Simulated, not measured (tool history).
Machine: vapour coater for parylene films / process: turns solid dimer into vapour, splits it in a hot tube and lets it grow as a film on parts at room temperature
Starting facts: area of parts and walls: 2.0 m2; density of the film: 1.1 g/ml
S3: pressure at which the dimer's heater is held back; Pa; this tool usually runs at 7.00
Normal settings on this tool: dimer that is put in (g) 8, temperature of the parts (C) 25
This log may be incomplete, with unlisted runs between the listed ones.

Run 1, hour 0.0: usual settings. Result: thickness of the film (µm) 1.95.
At hour 40.5: trap's valve overhauled.
Run 2, hour 49.2: usual settings but dimer that is put in (g) 9. Result: thickness of the film (µm) 2.28.
Run 3, hour 117.4: usual settings. Result: thickness of the film (µm) 1.95.
Run 4, hour 201.2: usual settings but temperature of the parts (C) 21. Result: thickness of the film (µm) 2.41.
Run 5, hour 268.6: usual settings but temperature of the parts (C) 21. Result: thickness of the film (µm) 2.39.
Run 6, hour 320.5: usual settings but temperature of the parts (C) 21. Result: thickness of the film (µm) 2.39.
Run 7, hour 382.3: usual settings but temperature of the parts (C) 21. Result: thickness of the film (µm) 2.40.
Run 8, hour 432.4: usual settings but temperature of the parts (C) 21. Result: thickness of the film (µm) 2.45.
Run 9, hour 511.6: usual settings. Result: thickness of the film (µm) 1.98.
Run 10, hour 560.6: usual settings. Result: thickness of the film (µm) 1.98.
Run 11, hour 597.4: usual settings. Result: thickness of the film (µm) 1.92.
Run 12, hour 633.2: usual settings but S3 2.92 Pa. Result: thickness of the film (µm) 2.21.
Run 13, hour 687.7: usual settings but S3 2.92 Pa. Result: thickness of the film (µm) 2.22.
At hour 713.1: trap's valve overhauled.
Run 14, hour 751.6: usual settings but temperature of the parts (C) 26. Result: thickness of the film (µm) 1.89.
At hour 778.9: table's thermometer calibrated.
Run 15, hour 833.6: usual settings but temperature of the parts (C) 26. Result: thickness of the film (µm) 1.88.
Run 16, hour 880.0: usual settings. Result: thickness of the film (µm) 1.98.
Run 17, hour 939.7: usual settings. Result: thickness of the film (µm) 1.92.
Run 18, hour 989.3: usual settings. Result: thickness of the film (µm) 1.98.
Run 19, hour 1035.6: usual settings. Result: thickness of the film (µm) 1.98.
Run 20, hour 1094.8: usual settings but S3 6.48 Pa. Result: thickness of the film (µm) 1.96.
Run 21, hour 1161.0: usual settings but S3 6.48 Pa. Result: thickness of the film (µm) 2.00.
Run 22, hour 1230.6: usual settings but S3 6.48 Pa. Result: thickness of the film (µm) 2.01.
Run 23, hour 1309.1: usual settings but temperature of the parts (C) 26. Result: thickness of the film (µm) 1.88.
At hour 1386.1: trap's valve overhauled.
Run 24, hour 1390.9: usual settings but temperature of the parts (C) 26. Result: thickness of the film (µm) 1.89.
Run 25, hour 1470.0: usual settings but dimer that is put in (g) 11, temperature of the parts (C) 26. Result: thickness of the film (µm) 2.54.
Run 26, hour 1536.0: usual settings but dimer that is put in (g) 11, temperature of the parts (C) 26. Result: thickness of the film (µm) 2.62.
Run 27, hour 1614.6: usual settings but dimer that is put in (g) 11, temperature of the parts (C) 26. Result: thickness of the film (µm) 2.61.
Run 28, hour 1690.9: usual settings but dimer that is put in (g) 11, temperature of the parts (C) 26. Result: thickness of the film (µm) 2.51.
Run 29, hour 1746.5: usual settings but dimer that is put in (g) 11, temperature of the parts (C) 26. Result: thickness of the film (µm) 2.55.
Run 30, hour 1790.5: usual settings but dimer that is put in (g) 11, temperature of the parts (C) 26. Result: thickness of the film (µm) 2.55.
Run 31, hour 1859.3: usual settings but dimer that is put in (g) 7, temperature of the parts (C) 20, S3 2.35 Pa. Result: thickness of the film (µm) 2.60.
Run 32, hour 1931.0: usual settings but dimer that is put in (g) 5, S3 3.73 Pa. Result: thickness of the film (µm) 1.36.
Run 33, hour 2016.0: usual settings but dimer that is put in (g) 7, temperature of the parts (C) 22, S3 3.10 Pa. Result: thickness of the film (µm) 2.26.
At hour 2060.7: trap's valve overhauled.
Run 34, hour 2107.7: usual settings but dimer that is put in (g) 7, temperature of the parts (C) 22, S3 3.10 Pa. Result: thickness of the film (µm) 2.27.
Run 35, hour 2160.1: usual settings but dimer that is put in (g) 7, temperature of the parts (C) 22, S3 3.10 Pa. Result: thickness of the film (µm) 2.26.
Run 36, hour 2204.5: usual settings but dimer that is put in (g) 11, temperature of the parts (C) 21. Result: thickness of the film (µm) 3.27.
Run 37, hour 2254.0: usual settings but temperature of the parts (C) 18. Result: thickness of the film (µm) 2.78.
Run 38, hour 2325.5: usual settings but temperature of the parts (C) 35. Result: thickness of the film (µm) 1.17.
Run 39, hour 2410.1: usual settings but temperature of the parts (C) 18. Result: thickness of the film (µm) 2.73.
Run 40, hour 2454.6: usual settings but dimer that is put in (g) 4, S3 9.77 Pa. Result: thickness of the film (µm) 0.93.
Run 41, hour 2507.2: usual settings but dimer that is put in (g) 4, S3 9.77 Pa. Result: thickness of the film (µm) 0.97.
Run 42, hour 2550.5: usual settings but dimer that is put in (g) 9, temperature of the parts (C) 28, S3 2.52 Pa. Result: thickness of the film (µm) 2.22.
Run 43, hour 2588.4: usual settings but dimer that is put in (g) 9, temperature of the parts (C) 28, S3 2.52 Pa. Result: thickness of the film (µm) 2.26.
Run 44, hour 2666.5: usual settings but dimer that is put in (g) 4, temperature of the parts (C) 24, S3 4.65 Pa. Result: thickness of the film (µm) 1.09.
At hour 2732.3: trap's valve overhauled.
Run 45, hour 2743.2: usual settings but dimer that is put in (g) 4. Result: thickness of the film (µm) 1.01.
Run 46, hour 2829.5: usual settings but temperature of the parts (C) 35, S3 5.86 Pa. Result: thickness of the film (µm) 1.22.
At hour 2884.6: table's thermometer calibrated.
Run 47, hour 2903.7: usual settings but temperature of the parts (C) 18. Result: thickness of the film (µm) 2.79.

Below are 3 alternative next runs, each starting from the tool's condition after run 47. Predict each:
Run A, hour 2945.8: usual settings but dimer that is put in (g) 5, temperature of the parts (C) 35, S3 4.29 Pa. Result: thickness of the film (µm) ?.
Run B, hour 2945.8: usual settings but temperature of the parts (C) 18. Result: thickness of the film (µm) ?.
Run C, hour 2945.8: usual settings but S3 2.57 Pa. Result: thickness of the film (µm) ?.

run  thickness of the film (µm)
  A                        0.78
  B                        2.79
  C                        2.28
Without the tool's unlogged condition, the same runs would have read:
run  thickness of the film (µm)
  A                        0.79
  B                        2.79
  C                        2.28
